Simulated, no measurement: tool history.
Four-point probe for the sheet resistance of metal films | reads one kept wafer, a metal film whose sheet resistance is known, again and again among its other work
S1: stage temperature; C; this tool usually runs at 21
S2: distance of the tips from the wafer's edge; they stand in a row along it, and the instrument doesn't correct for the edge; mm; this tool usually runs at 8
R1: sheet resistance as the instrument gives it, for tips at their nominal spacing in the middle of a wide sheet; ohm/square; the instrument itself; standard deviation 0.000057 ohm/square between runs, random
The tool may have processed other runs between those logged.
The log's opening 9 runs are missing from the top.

{"hour": 439.2, "done": "new probe head fitted"}
{"run": 10, "hour": 472.5, "S1": 21, "S2": 8, "R1": 0.285194}
{"run": 11, "hour": 536.0, "S1": 21, "S2": 8, "R1": 0.285169}
{"run": 12, "hour": 574.3, "S1": 21, "S2": 8, "R1": 0.28536}
{"run": 13, "hour": 626.8, "S1": 21, "S2": 8, "R1": 0.285262}
{"run": 14, "hour": 695.5, "S1": 21, "S2": 9, "R1": 0.285233}
{"run": 15, "hour": 759.5, "S1": 21, "S2": 9, "R1": 0.285257}
{"run": 16, "hour": 814.6, "S1": 34, "S2": 8, "R1": 0.281284}
{"run": 17, "hour": 857.1, "S1": 34, "S2": 8, "R1": 0.281449}
{"run": 18, "hour": 918.6, "S1": 31, "S2": 9, "R1": 0.282312}
{"run": 19, "hour": 975.3, "S1": 31, "S2": 15, "R1": 0.281986}
{"run": 20, "hour": 1022.1, "S1": 31, "S2": 15, "R1": 0.282033}
{"run": 21, "hour": 1063.8, "S1": 31, "S2": 15, "R1": 0.282046}
{"run": 22, "hour": 1135.1, "S1": 34, "S2": 10, "R1": 0.281406}
{"run": 23, "hour": 1176.3, "S1": 21, "S2": 6, "R1": 0.286029}
{"run": 24, "hour": 1207.6, "S1": 19, "S2": 6, "R1": 0.286794}
{"run": 25, "hour": 1244.7, "S1": 29, "S2": 3, "R1": 0.286798}
{"run": 26, "hour": 1312.5, "S1": 23, "S2": 23, "R1": 0.284526}
{"run": 27, "hour": 1353.3, "S1": 27, "S2": 32, "R1": 0.283306}
{"run": 28, "hour": 1397.5, "S1": 27, "S2": 32, "R1": 0.283312}
{"run": 29, "hour": 1457.0, "S1": 20, "S2": 36, "R1": 0.285502}
{"run": 30, "hour": 1507.9, "S1": 34, "S2": 28, "R1": 0.281354}
{"run": 31, "hour": 1543.8, "S1": 34, "S2": 28, "R1": 0.281344}
{"run": 32, "hour": 1594.4, "S1": 34, "S2": 28, "R1": 0.281315}
{"run": 33, "hour": 1628.1, "S1": 27, "S2": 28, "R1": 0.283514}

Predict each of these 3 candidate next runs independently; none follows another, all start after run 33:
{"run": "A", "hour": 1688.7, "S1": 23, "S2": 11, "R1": "?"}
{"run": "B", "hour": 1688.7, "S1": 23, "S2": 5, "R1": "?"}
{"run": "C", "hour": 1688.7, "S1": 23, "S2": 66, "R1": "?"}

run=A R1=0.285022
run=B R1=0.286208
run=C R1=0.284684
Without the tool's unlogged condition, the same runs would have read:
run=A R1=0.282998
run=B R1=0.284176
run=C R1=0.282662
